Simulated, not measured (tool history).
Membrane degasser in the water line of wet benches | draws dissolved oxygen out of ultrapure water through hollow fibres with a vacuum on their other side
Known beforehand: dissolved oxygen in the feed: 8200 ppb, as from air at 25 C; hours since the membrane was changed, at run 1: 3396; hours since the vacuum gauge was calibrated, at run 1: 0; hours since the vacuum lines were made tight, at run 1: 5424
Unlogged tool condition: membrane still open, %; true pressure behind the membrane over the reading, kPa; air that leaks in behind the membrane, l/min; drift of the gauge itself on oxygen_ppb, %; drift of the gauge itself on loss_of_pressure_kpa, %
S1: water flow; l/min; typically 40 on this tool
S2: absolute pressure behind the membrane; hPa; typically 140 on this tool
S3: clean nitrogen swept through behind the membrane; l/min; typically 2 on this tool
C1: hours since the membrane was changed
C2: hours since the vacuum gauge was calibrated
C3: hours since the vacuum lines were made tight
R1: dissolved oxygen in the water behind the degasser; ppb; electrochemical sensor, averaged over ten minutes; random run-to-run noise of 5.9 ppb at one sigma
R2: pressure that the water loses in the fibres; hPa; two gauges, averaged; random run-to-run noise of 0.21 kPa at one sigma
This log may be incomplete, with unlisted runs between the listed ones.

run 1 hour=0 | S1=40 S2=140 S3=2 | C1=3396 C2=0 C3=5424 | R1=629.8 R2=517
run 2 hour=177.6 | S1=40 S2=140 S3=2 | C1=3573 C2=178 C3=5601 | R1=641.1 R2=520.7
run 3 hour=366.7 | S1=40 S2=140 S3=2 | C1=3762 C2=367 C3=5790 | R1=647.3 R2=521.2
run 4 hour=514.3 | S1=40 S2=140 S3=2 | C1=3910 C2=514 C3=5938 | R1=634.9 R2=522.6
-- hour=631.6 seals of the vacuum lines changed
run 5 hour=631.6 | S1=40 S2=140 S3=2 | C1=4025 C2=630 C3=0 | R1=646.6 R2=520.6
run 6 hour=740.2 | S1=40 S2=140 S3=2 | C1=4134 C2=738 C3=109 | R1=644.4 R2=523.4
-- hour=750.3 vacuum gauge calibrated
run 7 hour=882.7 | S1=40 S2=140 S3=2 | C1=4276 C2=132 C3=251 | R1=640.3 R2=527.3
run 8 hour=984.6 | S1=40 S2=101 S3=2 | C1=4378 C2=234 C3=353 | R1=487.1 R2=521.7
run 9 hour=1063.9 | S1=40 S2=101 S3=2 | C1=4457 C2=314 C3=432 | R1=498.2 R2=526.7
run 10 hour=1249.6 | S1=40 S2=100 S3=2 | C1=4643 C2=499 C3=617 | R1=497.3 R2=524.8
-- hour=1282.3 vacuum gauge calibrated, once more
run 11 hour=1357.1 | S1=52 S2=140 S3=2 | C1=4750 C2=75 C3=724 | R1=920.7 R2=687
run 12 hour=1487.6 | S1=59 S2=187 S3=2 | C1=4880 C2=205 C3=855 | R1=1285 R2=777.6
run 13 hour=1667.8 | S1=53 S2=140 S3=2 | C1=5060 C2=385 C3=1035 | R1=930.3 R2=700.2
run 14 hour=1772.1 | S1=53 S2=140 S3=2 | C1=5165 C2=490 C3=1139 | R1=954.9 R2=697.6
run 15 hour=1883.8 | S1=53 S2=140 S3=2 | C1=5276 C2=601 C3=1251 | R1=945.6 R2=695.9
run 16 hour=2019.2 | S1=48 S2=140 S3=2 | C1=5412 C2=737 C3=1387 | R1=841.2 R2=635.6
run 17 hour=2176 | S1=48 S2=140 S3=2 | C1=5568 C2=894 C3=1543 | R1=848.6 R2=632.2
run 18 hour=2314.4 | S1=27 S2=307 S3=1.15 | C1=5707 C2=1032 C3=1682 | R1=1291.4 R2=359.3
run 19 hour=2471.2 | S1=27 S2=307 S3=4.57 | C1=5864 C2=1189 C3=1839 | R1=442.2 R2=357.4
run 20 hour=2646.1 | S1=27 S2=307 S3=4.57 | C1=6039 C2=1364 C3=2014 | R1=439.7 R2=355.6

5 ways to go on from here, each from the tool as it stands after run 20. What would each give?
run A hour=2756.3 | S1=56 S2=235 S3=1.89 | C1=6149 C2=1474 C3=2124 | R1=? R2=?
run B hour=2756.3 | S1=40 S2=320 S3=2 | C1=6149 C2=1474 C3=2124 | R1=? R2=?
run C hour=2756.3 | S1=51 S2=111 S3=2.43 | C1=6149 C2=1474 C3=2124 | R1=? R2=?
run D hour=2756.3 | S1=40 S2=309 S3=0.87 | C1=6149 C2=1474 C3=2124 | R1=? R2=?
run E hour=2756.3 | S1=31 S2=135 S3=4.57 | C1=6149 C2=1474 C3=2124 | R1=? R2=?

run=A R1=1475 R2=750.8
run=B R1=1311.9 R2=535.8
run=C R1=719.5 R2=677.9
run=D R1=2138.5 R2=530
run=E R1=273 R2=413.7
With the hidden condition removed and each run's random variation left untouched, the same runs would have given:
run=A R1=1415.2 R2=710.7
run=B R1=1273.9 R2=507.2
run=C R1=657.6 R2=641.6
run=D R1=2106.2 R2=501.6
run=E R1=247.8 R2=391.6
